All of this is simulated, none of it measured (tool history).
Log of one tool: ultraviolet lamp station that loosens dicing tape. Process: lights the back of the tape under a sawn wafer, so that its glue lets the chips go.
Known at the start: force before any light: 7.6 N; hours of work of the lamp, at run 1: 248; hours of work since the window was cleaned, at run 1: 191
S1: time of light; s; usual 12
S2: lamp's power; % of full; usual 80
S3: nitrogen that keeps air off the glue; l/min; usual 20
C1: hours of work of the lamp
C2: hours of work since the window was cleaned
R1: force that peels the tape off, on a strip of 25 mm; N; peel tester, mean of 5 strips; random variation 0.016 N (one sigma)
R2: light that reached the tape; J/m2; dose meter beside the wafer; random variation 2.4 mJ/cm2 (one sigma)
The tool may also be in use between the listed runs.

run,hour,S1,S2,S3,C1,C2,R1,R2
1,0.0,12,80,20,248,191,0.961,2490
2,11.1,12,76,20,254,197,1.081,2350
3,23.3,9,76,20,260,204,1.664,1730
4,33.0,9,76,20,266,209,1.673,1720
5,44.5,9,76,20,272,215,1.632,1650
6,57.5,9,76,20,278,222,1.671,1710
7,72.0,12,70,20,286,229,1.261,2110
8,86.4,12,70,20,294,237,1.256,2120
9,100.1,12,70,21,301,244,1.192,2050
10,114.4,12,70,21,309,252,1.243,2080
11,126.6,12,80,20,315,258,1.034,2400
12,138.2,12,80,20,321,264,1.048,2380
13,152.7,8,80,20,329,272,1.868,1570
14,159.4,12,80,20,332,276,1.074,2360
15,171.7,12,80,33,339,282,0.896,2380
16,184.7,12,89,14,346,289,0.960,2570
17,196.6,20,97,14,352,295,0.330,4760
18,209.9,20,75,14,359,302,0.535,3670
19,224.1,24,94,20,367,310,0.234,5430
20,231.6,9,62,32,371,314,2.141,1390
21,239.3,11,65,31,375,318,1.458,1680
22,245.8,11,65,31,378,321,1.548,1740
23,258.3,11,65,31,385,328,1.551,1710
24,265.7,11,65,31,389,332,1.501,1690
25,279.9,23,89,17,396,339,0.279,4840
26,294.4,14,87,9,404,347,1.003,2910
27,305.0,14,72,9,409,353,1.442,2390
28,311.4,12,95,36,413,356,0.654,2660
29,319.0,12,95,36,417,360,0.667,2660
30,332.0,7,80,20,424,367,2.336,1300

The same runs without the tool's hidden state, with the same run-to-run variation:
The hidden state here: lamp's light, % of a new lamp's; light that the window lets through, % of a clean one's; drift of the gauge itself on peel_n, %; drift of the gauge itself on dose_mj_cm2, %.
run,R1,R2
1,0.753,2820
2,0.849,2680
3,1.356,1980
4,1.360,1970
5,1.318,1910
6,1.346,1980
7,0.976,2440
8,0.966,2470
9,0.905,2410
10,0.941,2450
11,0.766,2820
12,0.769,2810
13,1.470,1860
14,0.781,2800
15,0.637,2830
16,0.685,3080
17,0.256,5710
18,0.375,4420
19,0.203,6560
20,1.655,1680
21,1.063,2050
22,1.127,2110
23,1.124,2090
24,1.086,2070
25,0.218,5940
26,0.676,3580
27,1.007,2960
28,0.431,3300
29,0.436,3310
30,1.780,1620
